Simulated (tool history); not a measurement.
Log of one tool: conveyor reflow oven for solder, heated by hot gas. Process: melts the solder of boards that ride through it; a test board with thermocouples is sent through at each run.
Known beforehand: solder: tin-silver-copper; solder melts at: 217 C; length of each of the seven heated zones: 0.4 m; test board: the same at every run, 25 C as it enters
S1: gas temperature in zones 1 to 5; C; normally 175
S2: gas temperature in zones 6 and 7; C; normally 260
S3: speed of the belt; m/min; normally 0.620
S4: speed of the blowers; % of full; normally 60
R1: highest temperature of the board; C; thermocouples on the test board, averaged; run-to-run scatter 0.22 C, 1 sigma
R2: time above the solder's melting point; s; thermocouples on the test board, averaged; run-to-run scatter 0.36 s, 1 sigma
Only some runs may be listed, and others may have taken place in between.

Run 1, hour 0.0: usual settings. Result: R1 236.0 C, R2 40.0 s.
Run 2, hour 60.1: usual settings. Result: R1 235.3 C, R2 39.6 s.
Run 3, hour 125.9: usual settings. Result: R1 235.3 C, R2 39.0 s.
Run 4, hour 188.4: usual settings but S2 270 C. Result: R1 242.6 C, R2 47.9 s.
At hour 244.1: belt drive overhauled, speed set with a stopwatch.
Run 5, hour 244.1: usual settings but S2 270 C. Result: R1 242.0 C, R2 45.0 s.
Run 6, hour 280.8: usual settings but S2 270 C. Result: R1 241.3 C, R2 45.6 s.
Run 7, hour 329.8: usual settings but S2 270 C. Result: R1 241.3 C, R2 44.7 s.
Run 8, hour 356.7: usual settings but S2 270 C. Result: R1 241.3 C, R2 45.0 s.
Run 9, hour 412.7: usual settings but S2 270 C. Result: R1 240.9 C, R2 43.7 s.
At hour 437.8: flux residue cleaned out of gas plates and filters.
Run 10, hour 479.9: usual settings but S2 270 C. Result: R1 243.6 C, R2 47.9 s.
Run 11, hour 521.8: usual settings but S2 270 C, S3 0.712 m/min. Result: R1 237.6 C, R2 34.1 s.
Run 12, hour 555.7: usual settings but S4 66 % of full. Result: R1 238.3 C, R2 43.8 s.
Run 13, hour 586.4: usual settings but S1 163 C. Result: R1 232.1 C, R2 31.0 s.
Run 14, hour 643.3: usual settings but S3 0.501 m/min. Result: R1 242.6 C, R2 62.1 s.
Run 15, hour 702.0: usual settings but S1 177 C, S2 261 C, S3 0.581 m/min, S4 53 % of full. Result: R1 235.8 C, R2 42.1 s.
Run 16, hour 768.3: usual settings but S2 263 C, S3 0.581 m/min, S4 53 % of full. Result: R1 235.8 C, R2 42.5 s.

For run 17, what comes out?
Run 17, hour 805.6: usual settings but S2 263 C, S3 0.706 m/min, S4 62 % of full. Result: R1 ?, R2 ?.

Run 17 yielded R1 232.6 C, R2 29.5 s.
With no hidden state in the tool, this same run would have given R1 234.7 C, R2 32.3 s.

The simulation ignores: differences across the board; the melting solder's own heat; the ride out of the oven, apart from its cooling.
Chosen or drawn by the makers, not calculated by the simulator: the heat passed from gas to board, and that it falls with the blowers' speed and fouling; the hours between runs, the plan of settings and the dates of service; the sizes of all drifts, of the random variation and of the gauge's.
